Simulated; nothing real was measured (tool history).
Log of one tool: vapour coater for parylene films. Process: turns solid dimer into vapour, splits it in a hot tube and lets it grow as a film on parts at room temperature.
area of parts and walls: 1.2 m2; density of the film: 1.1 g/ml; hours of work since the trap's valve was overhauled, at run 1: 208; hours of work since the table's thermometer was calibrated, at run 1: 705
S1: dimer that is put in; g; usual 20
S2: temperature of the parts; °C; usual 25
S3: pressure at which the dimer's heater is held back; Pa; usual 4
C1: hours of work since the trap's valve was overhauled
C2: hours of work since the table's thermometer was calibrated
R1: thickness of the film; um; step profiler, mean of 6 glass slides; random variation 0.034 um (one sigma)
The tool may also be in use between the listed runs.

run,hour,S1,S2,S3,C1,C2,R1
1,0,20,25,4,208,705,7.55
2,45.6,20,25,3.09,238,734,7.7
3,115.1,20,25,3.09,282,779,7.54
# hour 123.3: trap's valve overhauled
# hour 171.9: table's thermometer calibrated
4,182.3,20,25,3.09,37,7,8.12
5,236.2,12,25,4,72,41,4.8
6,270.9,12,25,3.16,95,64,4.85
7,328.8,18,25,4,132,101,7.13
8,405.4,18,25,4,181,151,7.04
9,441.2,22,25,4,204,174,8.57
# hour 485: table's thermometer calibrated, once more
10,521.6,22,25,4,256,24,8.1
# hour 573.1: trap's valve overhauled
11,594.9,29,22,8.47,14,68,11.6
12,639.1,29,22,8.47,43,97,11.59
13,707,29,22,8.47,86,141,11.46
14,778.1,21,34,2.99,132,187,6.6
15,820.6,22,27,8.1,160,214,7.71
16,860.1,22,36,8.1,185,239,6.23
17,939,22,36,8.1,236,290,6.19
18,999,10,36,8.1,275,329,2.75
# hour 1019.6: trap's valve overhauled
19,1059.2,35,23,2.34,26,365,14.97
20,1119.5,20,22,11.72,64,404,7.92

Hidden state or all else? Some run-to-run changes of R1, split into what the settings, what came in and random variation would give without the hidden state, and what is left for the hidden state (with any gauge scatter that isn't in both results):
The hidden state here: vapour lost through the trap's worn valve, %; true temperature of the parts over the reading, C; drift of the gauge itself on film_um, %.
Run 3 -> 4: trap's valve overhauled, table's thermometer calibrated. R1 +0.58 um: hidden state +0.61, all else -0.03.
Run 10 -> 11: S1 22 -> 29, S2 25 -> 22, S3 4 -> 8.47, trap's valve overhauled. R1 +3.5 um: hidden state +0.49, all else +3.01.
Run 18 -> 19: S1 10 -> 35, S2 36 -> 23, S3 8.1 -> 2.34, trap's valve overhauled. R1 +12.22 um: hidden state +0.29, all else +11.93.
Run 19 -> 20: S1 35 -> 20, S2 23 -> 22, S3 2.34 -> 11.72. R1 -7.05 um: hidden state -0.1, all else -6.95.
